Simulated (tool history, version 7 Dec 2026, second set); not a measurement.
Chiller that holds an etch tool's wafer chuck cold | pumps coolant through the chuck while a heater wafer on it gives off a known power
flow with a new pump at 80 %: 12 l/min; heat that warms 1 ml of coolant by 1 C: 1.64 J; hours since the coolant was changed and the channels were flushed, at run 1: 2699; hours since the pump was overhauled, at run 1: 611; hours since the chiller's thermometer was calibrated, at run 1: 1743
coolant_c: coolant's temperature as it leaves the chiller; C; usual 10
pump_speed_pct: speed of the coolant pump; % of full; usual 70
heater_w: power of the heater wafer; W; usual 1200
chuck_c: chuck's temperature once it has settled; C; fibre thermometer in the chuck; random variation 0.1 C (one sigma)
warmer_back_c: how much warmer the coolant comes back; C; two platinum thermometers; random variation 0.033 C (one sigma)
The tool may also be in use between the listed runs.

| run | day | coolant_c | pump_speed_pct | heater_w | hours since the coolant was changed and the channels were flushed | hours since the pump was overhauled | hours since the chiller's thermometer was calibrated | chuck_c | warmer_back_c |
|---|---|---|---|---|---|---|---|---|---|
| 1 | 0.000 | 10 | 70 | 1200 | 2699 | 611 | 1743 | 23.8 | 4.32 |
| 2 | 0.888 | 10 | 70 | 1200 | 2721 | 633 | 1765 | 24.1 | 4.28 |
| 3 | 2.338 | 10 | 70 | 1200 | 2755 | 667 | 1799 | 24.0 | 4.25 |
| 4 | 3.392 | 6 | 70 | 1200 | 2781 | 693 | 1825 | 20.0 | 4.28 |
| 5 | 4.967 | 6 | 70 | 1200 | 2819 | 731 | 1863 | 19.9 | 4.27 |
| 6 | 6.575 | 6 | 70 | 1200 | 2857 | 769 | 1901 | 19.9 | 4.32 |
| 7 | 7.767 | 6 | 70 | 1200 | 2886 | 798 | 1930 | 20.1 | 4.34 |
| 8 | 8.988 | 6 | 76 | 1200 | 2915 | 827 | 1959 | 19.1 | 3.94 |
| 9 | 9.842 | 6 | 76 | 1200 | 2935 | 848 | 1979 | 19.0 | 3.93 |
| 10 | 11.354 | 19 | 70 | 641 | 2972 | 884 | 2016 | 26.3 | 2.30 |
| 11 | 12.188 | 19 | 70 | 641 | 2992 | 904 | 2036 | 26.5 | 2.33 |
| 12 | 13.246 | 10 | 70 | 662 | 3017 | 929 | 2061 | 17.4 | 2.40 |

Forecast each of these 3 alternatives for the next run:
| A | 14.529 | 8 | 87 | 611 | 3048 | 960 | 2092 | ? | ? |
| B | 14.529 | 10 | 70 | 1030 | 3048 | 960 | 2092 | ? | ? |
| C | 14.529 | 10 | 70 | 1574 | 3048 | 960 | 2092 | ? | ? |

| run | chuck_c | warmer_back_c |
|---|---|---|
| A | 14.1 | 1.75 |
| B | 22.0 | 3.69 |
| C | 28.6 | 5.68 |
Without the tool's hidden state the same runs would have given:
| run | chuck_c | warmer_back_c |
|---|---|---|
| A | 14.0 | 1.72 |
| B | 21.7 | 3.63 |
| C | 27.9 | 5.58 |

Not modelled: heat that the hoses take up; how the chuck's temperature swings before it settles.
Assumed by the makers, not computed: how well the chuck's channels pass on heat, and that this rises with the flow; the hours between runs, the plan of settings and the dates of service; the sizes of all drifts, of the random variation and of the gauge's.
